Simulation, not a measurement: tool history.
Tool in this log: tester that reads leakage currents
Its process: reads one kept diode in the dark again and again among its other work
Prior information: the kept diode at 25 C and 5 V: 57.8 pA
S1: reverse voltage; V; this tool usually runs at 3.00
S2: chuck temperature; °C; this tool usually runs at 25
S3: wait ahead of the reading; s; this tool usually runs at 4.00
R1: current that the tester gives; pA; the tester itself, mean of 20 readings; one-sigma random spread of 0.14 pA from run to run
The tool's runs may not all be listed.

run	hour	S1	S2	S3	R1
1	0.0	3.00	25	4.00	45.14
2	148.4	3.00	25	4.00	45.02
3	265.4	3.00	25	4.00	45.33
4	338.6	3.00	25	4.79	45.29
5	465.3	3.00	25	4.79	45.21
6	619.0	3.00	25	4.79	45.07
7	754.5	3.00	25	4.79	45.09
8	849.7	3.00	35	4.00	111.67
9	997.1	3.00	35	4.00	111.90
10	1136.2	3.00	35	4.00	111.81
11	1292.6	3.00	25	4.00	45.16
12	1401.1	3.00	25	4.00	45.26
13	1508.3	3.00	25	4.28	45.23
14	1635.8	3.35	25	4.28	48.03
15	1780.1	3.35	25	4.28	47.71
16	1904.6	3.35	25	4.28	47.83
17	2026.1	1.13	25	4.28	27.70
18	2134.9	1.13	25	4.28	27.82
19	2215.2	3.00	25	4.00	45.05
20	2357.9	3.00	25	4.00	45.30
21	2519.1	2.16	35	0.49	96.36
22	2647.2	2.16	35	0.81	95.57
23	2781.4	3.10	26	0.81	51.47
24	2868.4	3.44	25	4.00	48.29
25	2951.8	3.44	37	4.00	142.38
26	3085.3	3.44	37	4.00	141.67
27	3217.2	17.59	25	4.39	108.90
28	3353.1	17.59	25	4.39	109.13
29	3501.3	1.27	38	0.38	95.61
30	3622.3	4.46	57	5.76	817.22
31	3765.4	3.11	53	0.68	501.04
32	3854.9	2.59	49	3.10	332.69
33	4011.8	2.05	25	5.32	37.17
34	4158.1	2.05	47	1.16	253.96
35	4266.5	2.05	47	1.16	253.83
36	4425.6	10.53	45	0.33	493.56
37	4512.7	3.00	21	6.05	31.03
38	4600.2	1.13	49	4.65	222.05
39	4717.9	7.11	25	4.00	69.40
40	4822.9	7.11	25	4.00	69.19

Removed from this log: 5 entries logged between the listed runs. Between which two listed runs does each belong, and how does the tool's hidden state at the listed run before it compare with that at the listed run after it?
Logged between run 2 and run 3: chuck's temperature calibrated (hour 163.6)
  true chuck temperature over the reading, C: -0.01 -> 0
  measured result minus the result with no hidden state, R1: +0.01 -> +0.03 pA
Logged between run 4 and run 5: probe card cleaned and baked (hour 405.7)
  stray current of the dirty probe card, pA a volt: 0.032 -> 0.02
  measured result minus the result with no hidden state, R1: +0.03 -> -0.01 pA
Logged between run 13 and run 14: tester calibrated (hour 1614.0)
  current scale over the true one, %: -0.02 -> 0
  measured result minus the result with no hidden state, R1: -0.01 -> -0.01 pA
Logged between run 18 and run 19: chuck's temperature calibrated (hour 2171.9)
  true chuck temperature over the reading, C: -0.01 -> 0
  measured result minus the result with no hidden state, R1: -0.01 -> +0.01 pA
Logged between run 34 and run 35: chuck's temperature calibrated (hour 4179.3)
  true chuck temperature over the reading, C: -0.01 -> 0
  measured result minus the result with no hidden state, R1: -0.15 -> +0.00 pA
